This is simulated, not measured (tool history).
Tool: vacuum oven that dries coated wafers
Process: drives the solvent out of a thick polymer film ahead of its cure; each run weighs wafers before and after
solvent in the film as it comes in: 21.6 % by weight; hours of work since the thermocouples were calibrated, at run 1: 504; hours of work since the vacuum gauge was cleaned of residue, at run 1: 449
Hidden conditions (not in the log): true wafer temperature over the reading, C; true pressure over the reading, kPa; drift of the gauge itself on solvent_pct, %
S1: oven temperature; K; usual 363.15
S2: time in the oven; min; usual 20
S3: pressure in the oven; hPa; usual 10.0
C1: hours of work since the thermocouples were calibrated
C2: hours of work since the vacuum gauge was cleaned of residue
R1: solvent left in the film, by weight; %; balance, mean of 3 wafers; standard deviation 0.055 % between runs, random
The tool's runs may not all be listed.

run,hour,S1,S2,S3,C1,C2,R1
1,0.0,363.15,20,10.0,504,449,2.61
2,63.2,363.15,17,10.0,544,489,3.61
3,100.5,358.15,17,10.0,568,513,5.33
4,137.9,358.15,17,10.0,592,537,5.40
5,173.1,358.15,17,10.0,614,559,5.48
6,202.2,358.15,17,10.0,633,578,5.41
7,259.4,358.15,17,10.0,669,614,5.40
8,299.5,363.15,20,10.0,695,640,2.77
9,357.8,378.15,20,10.0,732,677,0.76
10,395.8,378.15,20,10.0,756,701,0.58
11,452.9,378.15,20,10.0,793,738,0.65
12,479.7,378.15,20,10.0,810,755,0.69
13,526.2,363.15,20,10.0,840,785,2.98
14,557.5,363.15,20,34.0,860,805,4.59
# hour 568.7: oven's thermocouples calibrated
15,588.6,363.15,20,34.0,13,823,4.29
16,628.0,354.15,20,10.0,38,848,5.91
17,690.9,360.15,20,10.0,78,889,3.56
18,721.4,360.15,20,10.0,98,908,3.71
19,759.3,360.15,20,10.0,122,932,3.60
20,791.8,363.15,20,10.0,142,953,2.82
21,846.1,363.15,20,10.0,177,988,2.69
22,891.7,363.15,20,10.0,206,1017,2.80
23,954.7,363.15,20,10.0,247,1057,2.64
24,1001.4,360.15,18,13.7,276,1087,4.45
25,1065.3,375.15,18,5.4,317,1128,0.76
26,1106.9,368.15,32,10.0,344,1154,1.02
27,1147.2,371.15,14,10.0,370,1180,2.11
28,1197.4,371.15,14,10.0,402,1212,2.19
29,1257.5,367.15,21,6.1,440,1250,1.62
30,1306.5,367.15,21,6.1,471,1282,1.66
31,1344.5,367.15,21,6.1,496,1306,1.58
32,1403.7,367.15,21,6.1,533,1344,1.66
33,1453.5,367.15,24,6.1,565,1376,1.35
34,1482.3,367.15,24,6.1,583,1394,1.24
35,1529.9,353.15,22,9.6,614,1424,6.15
36,1577.5,351.15,27,10.0,644,1455,5.87
37,1636.1,363.15,29,10.0,682,1492,1.81
38,1691.2,363.15,29,10.0,717,1527,1.88
39,1729.9,353.15,15,28.3,742,1552,9.80
40,1776.0,353.15,15,6.5,771,1582,8.38
41,1804.0,366.15,33,38.4,789,1599,3.20
42,1844.3,370.15,18,5.3,815,1625,1.51
43,1876.0,376.15,17,13.6,835,1645,1.20
44,1921.5,363.15,18,33.6,864,1675,5.10
# hour 1928.4: oven's thermocouples calibrated
45,1953.7,352.15,11,14.1,16,1694,10.61
46,1996.9,352.15,11,14.1,44,1721,10.52

What if the next run were any one of these 3? Each begins from the tool's condition after run 46:
A,2059.2,369.15,25,6.5,83,1761,?
B,2059.2,352.15,11,9.7,83,1761,?
C,2059.2,358.15,10,38.1,83,1761,?

run,R1
A,1.07
B,10.39
C,10.04
With no hidden state in the tool, these same runs would have given:
run,R1
A,0.63
B,9.88
C,9.58
